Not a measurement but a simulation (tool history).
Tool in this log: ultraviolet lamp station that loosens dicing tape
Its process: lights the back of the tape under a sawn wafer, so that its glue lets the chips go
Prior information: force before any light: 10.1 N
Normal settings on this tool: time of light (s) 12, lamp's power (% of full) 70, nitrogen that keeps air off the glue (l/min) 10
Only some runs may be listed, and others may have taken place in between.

run   hour  time of light (s)  lamp's power (% of full)  nitrogen that keeps air off the glue (l/min)  force that peels the tape off (N)  light that reached the tape (mJ/cm2)
  1    0.0                 12                        70                                            10                              0.413                                   337
  2   32.1                 12                        70                                             9                              0.457                                   338
  3   71.9                 12                        70                                             9                              0.478                                   342
  4  102.1                 12                        70                                             9                              0.460                                   343
  5  149.3                 12                        65                                            10                              0.526                                   312
     184.9  -- lamp changed
  6  184.9                 12                        65                                            10                              0.503                                   319
  7  230.1                 12                        65                                            10                              0.509                                   322
  8  274.6                  6                        70                                            10                              1.813                                   173
  9  323.3                 16                        70                                            10                              0.255                                   459
 10  345.1                 12                        76                                            10                              0.356                                   369
     358.5  -- window cleaned of glue's vapour
 11  385.4                 12                        76                                            10                              0.375                                   374
 12  409.2                 12                        76                                            13                              0.340                                   370
 13  450.8                 12                        76                                            13                              0.326                                   373
 14  479.1                 18                        70                                             5                              0.255                                   516
 15  506.2                 18                        70                                             6                              0.220                                   510
 16  551.2                 18                        70                                             6                              0.249                                   514
 17  596.7                 18                        90                                             5                              0.187                                   661
 18  619.1                 18                        90                                             5                              0.189                                   661
 19  662.7                 18                        90                                             5                              0.187                                   656
 20  684.0                 18                        66                                             5                              0.267                                   484

What will run 21 give?
 21  706.8                 18                        66                                             5                                  ?                                     ?

{"run 21": {"force that peels the tape off (N)": 0.267, "light that reached the tape (mJ/cm2)": 489}}
With the hidden condition absent and the run-to-run variation left alone, this run would have shown force that peels the tape off (N) 0.267, light that reached the tape (mJ/cm2) 490.
